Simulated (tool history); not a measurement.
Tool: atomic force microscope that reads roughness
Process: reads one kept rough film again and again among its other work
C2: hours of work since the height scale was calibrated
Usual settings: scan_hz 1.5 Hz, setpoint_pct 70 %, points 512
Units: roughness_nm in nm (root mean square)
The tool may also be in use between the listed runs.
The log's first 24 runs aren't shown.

-- hour=426.5 new tip fitted
run 25 hour=438.8 | scan_hz=0.7 setpoint_pct=61 points=507 | pictures_with_this_tip=15 C2=40 | roughness_nm=2.745
run 26 hour=457.3 | scan_hz=0.7 setpoint_pct=61 points=507 | pictures_with_this_tip=38 C2=51 | roughness_nm=2.433
run 27 hour=470.4 | scan_hz=0.7 setpoint_pct=61 points=507 | pictures_with_this_tip=54 C2=58 | roughness_nm=2.275
run 28 hour=488.6 | scan_hz=1.5 setpoint_pct=64 points=512 | pictures_with_this_tip=76 C2=69 | roughness_nm=2.028
-- hour=510.5 new tip fitted
run 29 hour=512.3 | scan_hz=1.5 setpoint_pct=64 points=512 | pictures_with_this_tip=2 C2=82 | roughness_nm=2.934
run 30 hour=537.3 | scan_hz=1.5 setpoint_pct=85 points=512 | pictures_with_this_tip=33 C2=96 | roughness_nm=2.318
run 31 hour=557.3 | scan_hz=1.5 setpoint_pct=85 points=512 | pictures_with_this_tip=58 C2=107 | roughness_nm=2.054
run 32 hour=584.4 | scan_hz=0.59 setpoint_pct=85 points=480 | pictures_with_this_tip=91 C2=123 | roughness_nm=1.861
-- hour=595.1 new tip fitted
run 33 hour=598.9 | scan_hz=2.51 setpoint_pct=58 points=286 | pictures_with_this_tip=5 C2=130 | roughness_nm=2.845
run 34 hour=625.3 | scan_hz=0.57 setpoint_pct=58 points=450 | pictures_with_this_tip=37 C2=145 | roughness_nm=2.468
run 35 hour=640.9 | scan_hz=2.72 setpoint_pct=57 points=681 | pictures_with_this_tip=56 C2=154 | roughness_nm=2.209
run 36 hour=667.5 | scan_hz=3.44 setpoint_pct=70 points=948 | pictures_with_this_tip=89 C2=169 | roughness_nm=1.81
-- hour=679.2 new tip fitted
run 37 hour=679.2 | scan_hz=1.44 setpoint_pct=85 points=369 | pictures_with_this_tip=0 C2=176 | roughness_nm=2.809

5 ways to go on from here, each from the tool as it stands after run 37. What would each give?
run A hour=701.2 | scan_hz=1.44 setpoint_pct=85 points=892 | pictures_with_this_tip=27 C2=188 | roughness_nm=?
run B hour=701.2 | scan_hz=3.94 setpoint_pct=84 points=318 | pictures_with_this_tip=27 C2=188 | roughness_nm=?
run C hour=701.2 | scan_hz=1.92 setpoint_pct=64 points=369 | pictures_with_this_tip=27 C2=188 | roughness_nm=?
run D hour=701.2 | scan_hz=1.45 setpoint_pct=55 points=370 | pictures_with_this_tip=27 C2=188 | roughness_nm=?
run E hour=701.2 | scan_hz=1.5 setpoint_pct=61 points=512 | pictures_with_this_tip=27 C2=188 | roughness_nm=?

run=A roughness_nm=2.472
run=B roughness_nm=2.112
run=C roughness_nm=2.52
run=D roughness_nm=2.588
run=E roughness_nm=2.584
Without the tool's hidden state the same runs would have given:
run=A roughness_nm=2.895
run=B roughness_nm=2.474
run=C roughness_nm=2.952
run=D roughness_nm=3.033
run=E roughness_nm=3.028
